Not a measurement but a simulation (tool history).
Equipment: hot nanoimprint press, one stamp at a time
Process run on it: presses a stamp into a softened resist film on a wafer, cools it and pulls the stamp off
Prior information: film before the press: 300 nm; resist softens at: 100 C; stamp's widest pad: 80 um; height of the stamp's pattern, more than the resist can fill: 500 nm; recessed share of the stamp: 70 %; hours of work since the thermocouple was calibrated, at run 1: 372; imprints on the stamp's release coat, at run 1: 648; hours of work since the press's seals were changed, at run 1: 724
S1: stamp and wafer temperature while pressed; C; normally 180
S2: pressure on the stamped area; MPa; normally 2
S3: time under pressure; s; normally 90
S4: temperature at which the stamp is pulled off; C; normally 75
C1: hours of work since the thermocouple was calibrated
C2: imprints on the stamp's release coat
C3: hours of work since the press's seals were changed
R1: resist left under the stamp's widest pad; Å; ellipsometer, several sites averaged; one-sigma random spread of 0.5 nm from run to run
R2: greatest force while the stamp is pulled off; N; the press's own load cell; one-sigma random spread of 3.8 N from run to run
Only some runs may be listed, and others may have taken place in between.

run     day   S1    S2   S3  S4   C1    C2    C3    R1   R2
  1       0  180     2   90  75  372   648   724  1049  218
  2   1.721  180     2   90  75  403   818   756  1063  220
      4.092  -- plate thermocouple calibrated
      4.942  -- stamp cleaned and given a new release coat
  3   5.683  180     2   90  75   24    73   821  1060  219
  4   7.767  180     2   90  75   63   279   859  1059  214
  5  10.638  180     2   90  75  115   561   912  1055  224
  6  13.762  180     2   57  75  172   869   969  1256  210
  7    15.8  180     2   57  75  209  1070  1006  1250  210
     16.279  -- stamp cleaned and given a new release coat
  8  18.842  180     2   57  75  260   253  1057  1242  211
  9  20.796  180     2   57  75  296   445  1093  1248  219
 10  23.183  191     2   57  75  340   681  1136   943  212
 11  26.704  191     2   57  75  404  1028  1201   945  217
     27.579  -- stamp cleaned and given a new release coat
     29.196  -- plate thermocouple calibrated
 12  29.283  191     2   57  75    2   156  1241   962  216
 13  32.188  191     2   57  75   55   442  1294   956  211
     33.775  -- gauge calibrated
 14  35.771  180     2   90  79  120   795  1359  1056  209
     37.938  -- press's hydraulic seals changed and the load cell set to zero
 15  38.562  180  2.01   99  67  165  1037    11  1015  225
      39.55  -- stamp cleaned and given a new release coat
 16  41.062  180     2   78  75  206   149    53  1108  213
 17  43.621  180  2.63  100  75  253   401    99   871  219
 18  46.346  175     2   48  78  303   669   149  1508  211
 19  48.112  185  3.03   48  78  335   844   181   916  215
 20  50.533  183     2   59  75  379  1082   226  1127  217
     51.054  -- stamp cleaned and given a new release coat
     54.496  -- plate thermocouple calibrated
 21  54.833  180  2.96   56  75    6   360   297  1003  211
 22  58.921  179  1.48   90  72   81   763   372  1305  220
 23  61.021  180     2   74  75  119   969   410  1151  211
     62.575  -- stamp cleaned and given a new release coat
 24  63.083  172     2  171  75  152    50   443  1083  217
 25  65.388  180  1.87  143  67  194   277   485   944  219
 26  68.112  188  1.87  143  78  244   546   535   759  210
 27  71.379  184  1.65  143  78  304   867   595   919  208
     74.067  -- stamp cleaned and given a new release coat
 28  74.775  184  1.65  143  78  361    70   652   914  217

Below, some changes in R1 between adjacent runs. For each, the amount present without the hidden state too (settings, incoming material, random variation) and the amount remaining for the hidden state with gauge scatter not shared by both compared results:
The tool's hidden condition here consists of: true temperature over the reading, C; pressure that arrives at the usual setting, %; grip of the stamp's worn release coat, % over a new coat's; drift of the gauge itself on residual_nm, %; drift of the gauge itself on pull_off_n, %.
Run 13 -> 14: S1 191 -> 180, S3 57 -> 90, S4 75 -> 79, gauge calibrated. R1 +100 Å: hidden state -22, all else +122.
Run 17 -> 18: S1 180 -> 175, S2 2.63 -> 2, S3 100 -> 48, S4 75 -> 78. R1 +637 Å: hidden state +7, all else +630.
Run 18 -> 19: S1 175 -> 185, S2 2 -> 3.03. R1 -592 Å: hidden state -4, all else -588.
Run 21 -> 22: S1 180 -> 179, S2 2.96 -> 1.48, S3 56 -> 90, S4 75 -> 72. R1 +302 Å: hidden state +8, all else +294.
